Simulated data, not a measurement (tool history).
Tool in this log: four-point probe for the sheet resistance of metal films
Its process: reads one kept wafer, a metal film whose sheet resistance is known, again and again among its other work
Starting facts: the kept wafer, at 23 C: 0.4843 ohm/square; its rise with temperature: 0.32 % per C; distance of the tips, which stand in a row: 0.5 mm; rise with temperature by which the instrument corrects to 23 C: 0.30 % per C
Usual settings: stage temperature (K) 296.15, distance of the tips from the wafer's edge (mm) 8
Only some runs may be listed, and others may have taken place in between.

run   hour  stage temperature (K)  distance of the tips from the wafer's edge (mm)  sheet resistance as the instrument gives it (ohm/square)
  1      0                 296.15                                                8                                                  0.482803
  2   27.3                 296.15                                                6                                                  0.483408
  3   50.5                 296.15                                               10                                                  0.482475
  4   78.1                 296.15                                               10                                                  0.482559
  5  107.1                 296.15                                               10                                                  0.482239
  6  127.2                 296.15                                               36                                                  0.481577
  7  142.1                 296.15                                               36                                                   0.48166
  8    165                 296.15                                                8                                                  0.482534
  9  193.5                 293.15                                                8                                                  0.482372
 10  219.2                 293.15                                                8                                                  0.482117
 11  249.6                 293.15                                                8                                                  0.482119
 12  274.7                 293.15                                                8                                                  0.482177
 13  297.7                 293.15                                                8                                                  0.482193
     300.2  -- stage's thermometer calibrated
 14  314.1                 296.15                                                8                                                   0.48239
 15  343.1                 296.15                                                8                                                  0.482078
 16  373.1                 296.15                                                8                                                  0.482254
 17  386.4                 296.15                                                8                                                  0.482171
 18  418.2                 296.15                                                8                                                  0.482192
 19  441.2                 296.15                                                8                                                  0.482041
 20  454.9                 294.15                                                4                                                  0.484968
     458.2  -- stage's thermometer calibrated, once more
 21  471.5                 297.15                                                3                                                  0.488661
 22  487.8                 292.15                                               21                                                  0.481197
 23  514.2                 293.15                                                8                                                  0.482107
 24  544.8                 297.15                                               43                                                  0.481542
 25  563.8                 292.15                                                8                                                  0.481942
 26  589.1                 299.15                                               55                                                  0.481807
 27  613.3                 293.15                                                4                                                  0.484934
 28  636.7                 293.15                                                4                                                  0.485001
 29  650.3                 293.15                                                4                                                  0.484904
 30  673.2                 306.15                                               20                                                   0.48235
 31    702                 293.15                                               31                                                  0.480831
 32  724.2                 293.15                                               31                                                  0.480816
 33  746.5                 293.15                                               31                                                  0.480837
 34  776.6                 291.15                                               18                                                  0.480921
 35  796.7                 298.15                                                5                                                    0.4838
 36  827.9                 301.15                                               64                                                  0.481522
 37  856.6                 296.15                                               64                                                  0.480995

Here are 5 independent what-if runs from the current tool condition. What would each one return?
  A  880.3                 296.15                                               15                                                         ?
  B  880.3                 300.15                                               64                                                         ?
  C  880.3                 292.15                                                5                                                         ?
  D  880.3                 301.15                                                9                                                         ?
  E  880.3                 307.15                                                3                                                         ?

run  sheet resistance as the instrument gives it (ohm/square)
  A                                                   0.48119
  B                                                  0.481239
  C                                                  0.483115
  D                                                  0.482277
  E                                                  0.489144
The same runs, with their run-to-run variation unchanged, on a tool lacking any hidden condition would have given:
run  sheet resistance as the instrument gives it (ohm/square)
  A                                                  0.484554
  B                                                  0.484601
  C                                                  0.486494
  D                                                  0.485645
  E                                                  0.492552

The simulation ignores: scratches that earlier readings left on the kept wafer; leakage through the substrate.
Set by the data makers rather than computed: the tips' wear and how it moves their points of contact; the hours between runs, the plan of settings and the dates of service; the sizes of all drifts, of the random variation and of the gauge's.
